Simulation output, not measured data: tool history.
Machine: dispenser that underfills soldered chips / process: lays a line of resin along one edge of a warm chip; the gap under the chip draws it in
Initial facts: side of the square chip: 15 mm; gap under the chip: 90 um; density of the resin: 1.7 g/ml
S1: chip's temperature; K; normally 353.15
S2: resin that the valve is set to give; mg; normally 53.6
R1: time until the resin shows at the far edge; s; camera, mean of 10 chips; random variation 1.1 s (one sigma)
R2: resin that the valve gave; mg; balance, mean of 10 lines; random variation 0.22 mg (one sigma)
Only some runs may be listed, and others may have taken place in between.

run,hour,S1,S2,R1,R2
1,0,353.15,53.6,124.4,53.01
# hour 7.5: new syringe of resin
2,7.5,353.15,53.6,109.4,52.65
3,15,353.15,53.6,179.3,51.72
# hour 16.9: new syringe of resin
4,25.8,353.15,57.7,192.1,55.96
# hour 26.6: new syringe of resin
5,35.5,353.15,57.7,192.9,56.17
# hour 36.3: new syringe of resin
6,42.5,353.15,57.7,161.2,55.7
# hour 46.1: new syringe of resin
7,50.3,353.15,57.7,137.8,55.45
# hour 55.8: new syringe of resin
8,57.8,353.15,57.7,120.3,55.67
# hour 65.4: new syringe of resin
9,65.9,347.15,53.6,139.6,51.38
10,73,353.15,53.6,179.9,51.21
# hour 74.9: new syringe of resin
11,81.6,353.15,53.6,168,51.38
# hour 85: new syringe of resin
12,90.4,353.15,53.6,152.7,51.22
# hour 95: new syringe of resin
13,95.2,353.15,53.6,109.7,51.43
14,103.1,353.15,53.6,185.3,50.9
# hour 104.5: new syringe of resin
# hour 114.4: new syringe of resin
15,114.4,353.15,53.6,105,51.38
# hour 124: new syringe of resin
16,124,353.15,53.6,109.6,50.88
# hour 132.2: dispensing valve cleaned and set on the balance
# hour 134.6: new syringe of resin
17,134.6,345.15,58.7,146,58.94
18,143.5,361.15,46.6,155.1,46.17
# hour 144.8: new syringe of resin
19,149.7,361.15,60.4,110.3,60.15
# hour 154.4: new syringe of resin
20,156.2,361.15,60.4,95.2,60.16
21,163.1,361.15,60.4,146.4,59.36
# hour 163.9: new syringe of resin
22,170,359.15,61.8,130.5,60.98
# hour 173.5: new syringe of resin
23,177,346.15,51.1,181.3,50.4
# hour 183.6: new syringe of resin
24,184.2,357.15,53.1,95.5,52.39
25,190.4,353.15,68.8,168.4,67.36
# hour 193.4: new syringe of resin
26,197.6,340.15,53.6,237.5,52.5
# hour 203.2: new syringe of resin
27,208.1,353.15,60.9,152.2,59.24
# hour 212.9: new syringe of resin
28,214.9,338.15,69.1,216.1,67.37
# hour 222.8: new syringe of resin
29,225.2,362.15,45.7,99.4,44.6
# hour 232.4: new syringe of resin
30,233.8,363.15,53.9,85.6,52.15
# hour 242.6: new syringe of resin
31,243.4,363.15,53.9,81.3,51.74
# hour 249.1: stage's temperature calibrated
32,251.1,363.15,53.9,117.6,51.68

Forecast each of these 5 alternatives for the next run:
# hour 253.7: new syringe of resin
A,256,366.15,53.6,?,?
# hour 253.7: new syringe of resin
B,256,359.15,46.5,?,?
# hour 253.7: new syringe of resin
C,256,352.15,51.6,?,?
# hour 253.7: new syringe of resin
D,256,342.15,53.6,?,?
# hour 253.7: new syringe of resin
E,256,361.15,53.4,?,?

run,R1,R2
A,75.7,51.7
B,99.5,44.73
C,123.1,49.57
D,175.2,51.98
E,90.7,51.74
Take away the tool's hidden state, keep each run's random variation, and the runs would have read:
run,R1,R2
A,66.2,53.7
B,86.7,46.47
C,107.7,51.49
D,153.5,53.99
E,79.3,53.74
